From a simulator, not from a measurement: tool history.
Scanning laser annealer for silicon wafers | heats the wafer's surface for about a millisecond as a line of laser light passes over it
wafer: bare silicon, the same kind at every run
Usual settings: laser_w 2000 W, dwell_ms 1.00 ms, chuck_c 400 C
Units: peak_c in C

run	day	laser_w	dwell_ms	chuck_c	peak_c
1	0.000	2000	1.00	400	1172
2	0.279	1904	1.00	400	1130
3	0.500	1904	1.00	400	1130
4	0.908	2000	0.89	400	1121
5	1.100	2000	0.89	400	1116
6	1.371	2000	1.00	403	1169
7	1.592	2162	1.00	400	1233
8	1.842	2162	1.00	400	1234
9	2.321	2162	1.00	400	1231
10	2.675	2162	1.00	400	1233
11	3.067	2000	1.00	434	1200
# day 3.192: window over the wafer cleaned
12	3.396	2099	1.00	400	1226
13	3.608	2000	1.17	400	1258
14	3.933	2000	1.17	400	1260
15	4.258	2000	1.17	400	1261
16	4.646	2000	1.17	400	1257
17	5.092	1857	1.00	400	1129
18	5.379	1999	0.70	434	1076
19	5.729	2094	0.72	434	1119
20	5.988	1896	0.74	374	998
21	6.192	1896	0.74	374	998
22	6.546	1896	0.74	374	1001
23	6.800	1896	0.74	374	1001
24	7.025	1830	0.73	436	1032
25	7.250	1830	1.19	436	1220
26	7.483	1965	0.72	400	1041
27	7.808	1911	1.00	426	1172
28	8.054	2164	0.74	379	1095
29	8.421	2164	0.74	379	1097
30	8.833	1945	0.74	379	1019
31	9.192	1851	1.05	363	1105

Forecast each of these 4 alternatives for the next run:
A	9.412	2090	1.06	363	?
B	9.412	2165	1.05	363	?
C	9.412	1805	1.05	405	?
D	9.412	1881	1.11	363	?

run	peak_c
A	1203
B	1229
C	1121
D	1137
Without the tool's hidden state the same runs would have given:
run	peak_c
A	1227
B	1254
C	1142
D	1159
